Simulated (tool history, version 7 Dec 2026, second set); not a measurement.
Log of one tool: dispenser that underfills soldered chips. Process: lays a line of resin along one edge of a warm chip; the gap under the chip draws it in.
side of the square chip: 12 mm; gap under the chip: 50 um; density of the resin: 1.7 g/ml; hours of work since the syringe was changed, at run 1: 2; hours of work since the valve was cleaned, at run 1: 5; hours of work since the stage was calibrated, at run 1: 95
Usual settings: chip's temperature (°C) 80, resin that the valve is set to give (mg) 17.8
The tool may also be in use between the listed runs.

run	hour	chip's temperature (°C)	resin that the valve is set to give (mg)	hours of work since the syringe was changed	hours of work since the valve was cleaned	hours of work since the stage was calibrated	time until the resin shows at the far edge (s)	resin that the valve gave (mg)
1	0.0	80	17.8	2	5	95	52.0	17.79
2	5.8	80	20.1	6	10	100	69.8	20.13
# hour 8.2: new syringe of resin
# hour 18.4: new syringe of resin
3	18.5	80	20.1	0	19	109	47.6	20.01
# hour 28.7: new syringe of resin
4	29.8	80	20.1	1	28	118	50.1	19.97
5	36.9	80	17.8	6	33	123	74.5	17.66
# hour 38.1: new syringe of resin
6	44.4	80	17.8	5	39	129	66.6	17.61
# hour 47.8: new syringe of resin
# hour 51.4: dispensing valve cleaned and set on the balance
7	54.7	80	17.8	5	3	136	66.0	17.75
# hour 59.1: new syringe of resin
8	67.1	80	17.8	6	12	145	75.5	17.73
# hour 69.6: new syringe of resin
9	77.9	92	17.8	7	20	154	42.9	17.64
# hour 79.4: new syringe of resin
10	87.5	92	17.8	6	28	161	41.2	17.67
# hour 89.1: new syringe of resin
11	97.4	80	19.9	7	35	168	73.8	19.62
# hour 98.6: new syringe of resin
12	106.8	80	19.9	6	42	176	75.9	19.65
# hour 108.4: new syringe of resin
# hour 110.4: dispensing valve cleaned and set on the balance
13	116.5	80	19.9	6	5	182	70.4	19.88
# hour 119.4: new syringe of resin
14	126.8	80	17.8	6	13	190	72.5	17.75
# hour 129.2: new syringe of resin
15	137.1	80	17.8	6	20	198	74.8	17.71
# hour 138.7: new syringe of resin
# hour 148.2: new syringe of resin
16	149.7	82	17.8	1	30	207	48.4	17.66
17	156.0	82	17.8	6	35	212	66.4	17.63
# hour 158.1: new syringe of resin
18	165.8	86	17.8	6	42	220	56.2	17.60
# hour 168.1: new syringe of resin
# hour 169.1: dispensing valve cleaned and set on the balance
19	177.8	70	22.5	7	7	228	125.1	22.57
# hour 179.0: new syringe of resin
# hour 188.5: new syringe of resin
20	190.6	80	16.1	2	16	238	56.5	16.06
# hour 198.1: new syringe of resin
21	199.3	80	17.8	1	23	244	52.0	17.70
# hour 207.9: new syringe of resin
22	211.9	70	23.1	3	33	254	100.6	22.88
# hour 218.0: new syringe of resin
23	219.7	70	23.1	1	39	260	87.2	22.85
# hour 227.5: dispensing valve cleaned and set on the balance
# hour 228.7: new syringe of resin
24	233.1	75	17.6	3	4	269	83.0	17.54
# hour 238.4: new syringe of resin
25	246.4	90	22.6	6	14	279	46.0	22.48
# hour 247.9: new syringe of resin
# hour 257.6: new syringe of resin
26	258.8	90	22.6	1	24	289	32.7	22.42
# hour 268.1: new syringe of resin
27	269.8	90	22.6	1	32	297	33.8	22.33
28	275.8	94	16.4	6	37	302	40.5	16.19
# hour 278.1: new syringe of resin
29	282.9	81	17.8	4	42	307	63.3	17.51
# hour 286.1: dispensing valve cleaned and set on the balance
# hour 289.3: new syringe of resin
30	294.9	68	17.8	4	7	315	123.7	17.72
# hour 298.8: new syringe of resin
31	302.8	68	17.8	3	13	321	115.9	17.65
# hour 308.3: new syringe of resin
32	312.6	91	17.9	3	20	329	37.8	17.76
# hour 318.0: new syringe of resin
33	321.8	91	17.9	3	27	336	37.3	17.67
# hour 327.7: new syringe of resin
34	333.5	91	17.9	5	36	345	41.0	17.62
# hour 338.2: new syringe of resin
35	342.2	66	16.0	3	42	351	132.8	15.69

Some steps in time until the resin shows at the far edge (s) between neighbouring runs. How much of each would the tool show without its hidden state too (settings, what came in, random variation), and how much is left for the hidden state, with any gauge scatter that isn't in both results?
The hidden state here: resin's viscosity, % of fresh resin's; dose that the valve gives, % of what is set; true chip temperature over the reading, C; drift of the gauge itself on fill_s, %; drift of the gauge itself on given_mg, %.
Run 2 -> 3: new syringe of resin, new syringe of resin. time until the resin shows at the far edge (s) -22.2: hidden state -23.6, all else +1.4.
Run 18 -> 19: chip's temperature (°C) 86 -> 70, resin that the valve is set to give (mg) 17.8 -> 22.5, new syringe of resin, dispensing valve cleaned and set on the balance. time until the resin shows at the far edge (s) +68.9: hidden state +30.5, all else +38.4.
Run 19 -> 20: chip's temperature (°C) 70 -> 80, resin that the valve is set to give (mg) 22.5 -> 16.1, new syringe of resin, new syringe of resin. time until the resin shows at the far edge (s) -68.6: hidden state -42.7, all else -25.9.
Run 31 -> 32: chip's temperature (°C) 68 -> 91, resin that the valve is set to give (mg) 17.8 -> 17.9, new syringe of resin. time until the resin shows at the far edge (s) -78.1: hidden state -20.9, all else -57.2.
Run 34 -> 35: chip's temperature (°C) 91 -> 66, resin that the valve is set to give (mg) 17.9 -> 16.0, new syringe of resin. time until the resin shows at the far edge (s) +91.8: hidden state +23.4, all else +68.4.

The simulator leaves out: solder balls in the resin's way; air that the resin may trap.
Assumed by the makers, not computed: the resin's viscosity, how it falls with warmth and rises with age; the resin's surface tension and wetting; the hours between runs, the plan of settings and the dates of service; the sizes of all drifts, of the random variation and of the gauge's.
